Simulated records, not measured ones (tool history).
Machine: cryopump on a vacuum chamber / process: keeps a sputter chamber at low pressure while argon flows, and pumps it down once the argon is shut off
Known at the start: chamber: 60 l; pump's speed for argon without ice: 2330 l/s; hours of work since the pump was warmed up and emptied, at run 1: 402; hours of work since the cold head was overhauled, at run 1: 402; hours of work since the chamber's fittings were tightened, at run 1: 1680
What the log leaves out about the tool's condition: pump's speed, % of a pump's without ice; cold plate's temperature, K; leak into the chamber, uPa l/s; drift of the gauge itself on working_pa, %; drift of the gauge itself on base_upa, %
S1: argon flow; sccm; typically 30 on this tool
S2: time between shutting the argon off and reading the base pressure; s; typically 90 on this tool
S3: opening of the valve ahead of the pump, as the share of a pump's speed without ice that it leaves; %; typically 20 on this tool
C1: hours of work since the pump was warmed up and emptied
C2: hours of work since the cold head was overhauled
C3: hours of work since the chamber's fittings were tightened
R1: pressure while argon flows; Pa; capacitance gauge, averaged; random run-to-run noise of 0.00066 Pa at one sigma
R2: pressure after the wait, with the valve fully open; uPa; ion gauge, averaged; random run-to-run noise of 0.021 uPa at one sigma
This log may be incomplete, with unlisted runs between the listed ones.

Run 1, day 0: usual settings; C1 402; C2 402; C3 1680. Result: R1 0.1151 Pa, R2 1.81 uPa.
Run 2, day 0.338: usual settings; C1 409; C2 409; C3 1687. Result: R1 0.1134 Pa, R2 1.87 uPa.
Run 3, day 0.888: usual settings but S1 12 sccm; C1 420; C2 420; C3 1698. Result: R1 0.044 Pa, R2 1.85 uPa.
Run 4, day 1.275: usual settings but S1 12 sccm; C1 428; C2 428; C3 1706. Result: R1 0.0474 Pa, R2 1.8 uPa.
Run 5, day 1.721: usual settings but S3 25 %; C1 437; C2 437; C3 1715. Result: R1 0.0927 Pa, R2 1.86 uPa.
Run 6, day 2.321: usual settings; C1 449; C2 449; C3 1727. Result: R1 0.1138 Pa, R2 1.89 uPa.
Run 7, day 2.658: usual settings; C1 456; C2 456; C3 1734. Result: R1 0.1136 Pa, R2 1.91 uPa.
Run 8, day 2.962: usual settings; C1 462; C2 462; C3 1740. Result: R1 0.1146 Pa, R2 1.84 uPa.
Run 9, day 3.258: usual settings; C1 468; C2 468; C3 1746. Result: R1 0.1143 Pa, R2 1.95 uPa.
Run 10, day 3.704: usual settings; C1 477; C2 477; C3 1755. Result: R1 0.1145 Pa, R2 1.9 uPa.
Run 11, day 4.05: usual settings but S2 39 s; C1 484; C2 484; C3 1762. Result: R1 0.1153 Pa, R2 2.21 uPa.
Run 12, day 4.504: usual settings but S2 39 s, S3 22 %; C1 493; C2 493; C3 1771. Result: R1 0.1062 Pa, R2 2.28 uPa.
Run 13, day 5.079: usual settings but S1 53 sccm, S2 115 s, S3 18 %; C1 505; C2 505; C3 1783. Result: R1 0.2261 Pa, R2 1.99 uPa.
Run 14, day 5.475: usual settings but S1 19 sccm; C1 512; C2 512; C3 1791. Result: R1 0.0732 Pa, R2 1.92 uPa.
Run 15, day 6.017: usual settings but S1 19 sccm; C1 523; C2 523; C3 1801. Result: R1 0.0736 Pa, R2 2.14 uPa.
Run 16, day 6.633: usual settings but S1 19 sccm; C1 536; C2 536; C3 1814. Result: R1 0.0736 Pa, R2 2.07 uPa.
Run 17, day 7.112: usual settings but S1 12 sccm, S2 78 s, S3 37 %; C1 545; C2 545; C3 1823. Result: R1 0.0273 Pa, R2 2 uPa.
Run 18, day 7.471: usual settings but S1 12 sccm, S2 207 s, S3 17 %; C1 553; C2 553; C3 1831. Result: R1 0.0542 Pa, R2 2 uPa.
Run 19, day 7.888: usual settings but S1 20 sccm, S2 207 s, S3 51 %; C1 561; C2 561; C3 1839. Result: R1 0.0339 Pa, R2 1.99 uPa.
Run 20, day 8.158: usual settings but S1 15 sccm; C1 566; C2 566; C3 1844. Result: R1 0.0585 Pa, R2 2.13 uPa.
Run 21, day 8.658: usual settings but S2 21 s; C1 577; C2 577; C3 1855. Result: R1 0.1167 Pa, R2 2.7 uPa.
Run 22, day 9.146: usual settings but S1 23 sccm, S2 288 s, S3 15 %; C1 586; C2 586; C3 1864. Result: R1 0.1179 Pa, R2 2.02 uPa.
Run 23, day 9.65: usual settings but S1 23 sccm, S2 288 s, S3 15 %; C1 596; C2 596; C3 1875. Result: R1 0.1181 Pa, R2 2.03 uPa.
Run 24, day 10.221: usual settings but S1 23 sccm, S2 288 s, S3 15 %; C1 608; C2 608; C3 1886. Result: R1 0.1181 Pa, R2 2.03 uPa.

Some steps in R1, run to run, broken into two amounts with sign: the step expected even without the hidden condition (settings, incoming material, random variation), and the rest, left for the hidden condition together with whatever gauge scatter is not in both the measured and the hidden-condition-free result:
Run 12 -> 13: S1 30 -> 53, S2 39 -> 115, S3 22 -> 18. R1 +0.1199 Pa: hidden state +0.0053, all else +0.1146.
Run 13 -> 14: S1 53 -> 19, S2 115 -> 90, S3 18 -> 20. R1 -0.1529 Pa: hidden state -0.0076, all else -0.1453.
